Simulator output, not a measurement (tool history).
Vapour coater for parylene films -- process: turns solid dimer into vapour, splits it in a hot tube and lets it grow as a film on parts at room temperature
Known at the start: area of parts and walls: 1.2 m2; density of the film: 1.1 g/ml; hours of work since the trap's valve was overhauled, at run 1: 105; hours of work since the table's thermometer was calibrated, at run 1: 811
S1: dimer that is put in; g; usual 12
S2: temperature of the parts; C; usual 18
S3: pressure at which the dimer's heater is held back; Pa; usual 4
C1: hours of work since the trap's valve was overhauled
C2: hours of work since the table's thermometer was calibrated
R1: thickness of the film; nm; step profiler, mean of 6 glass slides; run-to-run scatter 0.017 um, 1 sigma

Run 1, hour 0: usual settings; C1 105; C2 811. Result: R1 6130 nm.
Run 2, hour 24.1: usual settings but S2 11 C; C1 124; C2 830. Result: R1 7640 nm.
Run 3, hour 56.6: usual settings but S2 11 C; C1 149; C2 855. Result: R1 7590 nm.
Run 4, hour 87.8: usual settings but S2 11 C; C1 173; C2 879. Result: R1 7560 nm.
Run 5, hour 132.6: usual settings but S2 11 C; C1 207; C2 914. Result: R1 7510 nm.
At hour 156: table's thermometer calibrated.
Run 6, hour 159.3: usual settings; C1 227; C2 2. Result: R1 5900 nm.
Run 7, hour 196.8: usual settings; C1 256; C2 31. Result: R1 5900 nm.
Run 8, hour 227.5: usual settings but S1 11 g; C1 280; C2 55. Result: R1 5380 nm.
At hour 270.7: trap's valve overhauled.
Run 9, hour 272.6: usual settings but S1 11 g; C1 1; C2 87. Result: R1 5190 nm.
Run 10, hour 298.6: usual settings but S2 11 C; C1 22; C2 107. Result: R1 7030 nm.
Run 11, hour 322: usual settings but S1 10 g; C1 40; C2 125. Result: R1 4720 nm.
At hour 359.7: trap's valve overhauled, once more.
Run 12, hour 361.4: usual settings but S1 10 g, S2 11 C; C1 1; C2 152. Result: R1 6310 nm.
Run 13, hour 409.3: usual settings but S3 5.27 Pa; C1 38; C2 189. Result: R1 5720 nm.
Run 14, hour 442.2: usual settings but S1 6 g, S3 5.27 Pa; C1 64; C2 215. Result: R1 2850 nm.
Run 15, hour 462.7: usual settings but S1 6 g, S3 5.27 Pa; C1 79; C2 230. Result: R1 2830 nm.
Run 16, hour 488.6: usual settings but S1 6 g, S3 7.99 Pa; C1 99; C2 250. Result: R1 2580 nm.
Run 17, hour 523.6: usual settings but S1 13 g; C1 126; C2 277. Result: R1 6530 nm.
Run 18, hour 547.1: usual settings but S1 5 g; C1 145; C2 296. Result: R1 2510 nm.
Run 19, hour 594.9: usual settings but S1 18 g, S3 10.9 Pa; C1 181; C2 332. Result: R1 7080 nm.
Run 20, hour 636.7: usual settings but S1 10 g, S2 17 C, S3 4.95 Pa; C1 214; C2 365. Result: R1 4890 nm.
Run 21, hour 676.4: usual settings but S1 10 g, S2 13 C, S3 4.95 Pa; C1 244; C2 395. Result: R1 5540 nm.
Run 22, hour 709.2: usual settings but S1 21 g, S2 22 C, S3 4.95 Pa; C1 270; C2 421. Result: R1 8710 nm.
Run 23, hour 756.6: usual settings but S1 16 g; C1 306; C2 457. Result: R1 7870 nm.
At hour 763.4: trap's valve overhauled.
Run 24, hour 786.1: usual settings but S1 16 g; C1 17; C2 477. Result: R1 8250 nm.
Run 25, hour 830.9: usual settings but S1 5 g, S2 14 C, S3 11.6 Pa; C1 52; C2 511. Result: R1 2260 nm.
Run 26, hour 852.2: usual settings but S1 14 g, S2 15 C, S3 4.57 Pa; C1 68; C2 528. Result: R1 7610 nm.
Run 27, hour 891.6: usual settings but S1 14 g, S2 15 C, S3 4.57 Pa; C1 99; C2 558. Result: R1 7610 nm.
Run 28, hour 919.6: usual settings but S1 8 g; C1 120; C2 580. Result: R1 4070 nm.
Run 29, hour 948.2: usual settings but S1 8 g; C1 143; C2 602. Result: R1 4050 nm.
Run 30, hour 974.4: usual settings but S2 12 C; C1 163; C2 622. Result: R1 7340 nm.
Run 31, hour 1000.4: usual settings but S1 7 g, S2 12 C, S3 2.36 Pa; C1 183; C2 642. Result: R1 4810 nm.
Run 32, hour 1043.9: usual settings but S1 7 g, S2 12 C, S3 2.36 Pa; C1 216; C2 676. Result: R1 4820 nm.

Branching from run 32: 5 alternative next runs. What would each branch give?
Run A, hour 1085.2: usual settings but S1 16 g, S2 12 C, S3 4.15 Pa; C1 248; C2 707. Result: R1 ?.
Run B, hour 1085.2: usual settings but S1 7 g, S2 12 C, S3 2.02 Pa; C1 248; C2 707. Result: R1 ?.
Run C, hour 1085.2: usual settings but S1 10 g, S2 13 C, S3 8.41 Pa; C1 248; C2 707. Result: R1 ?.
Run D, hour 1085.2: usual settings but S2 16 C; C1 248; C2 707. Result: R1 ?.
Run E, hour 1085.2: usual settings but S3 7.04 Pa; C1 248; C2 707. Result: R1 ?.

run    R1
  A  9580
  B  4980
  C  4900
  D  6380
  E  5260
With the hidden condition removed and each run's random variation left untouched, the same runs would have given:
run    R1
  A  9710
  B  5040
  C  4970
  D  6460
  E  5330

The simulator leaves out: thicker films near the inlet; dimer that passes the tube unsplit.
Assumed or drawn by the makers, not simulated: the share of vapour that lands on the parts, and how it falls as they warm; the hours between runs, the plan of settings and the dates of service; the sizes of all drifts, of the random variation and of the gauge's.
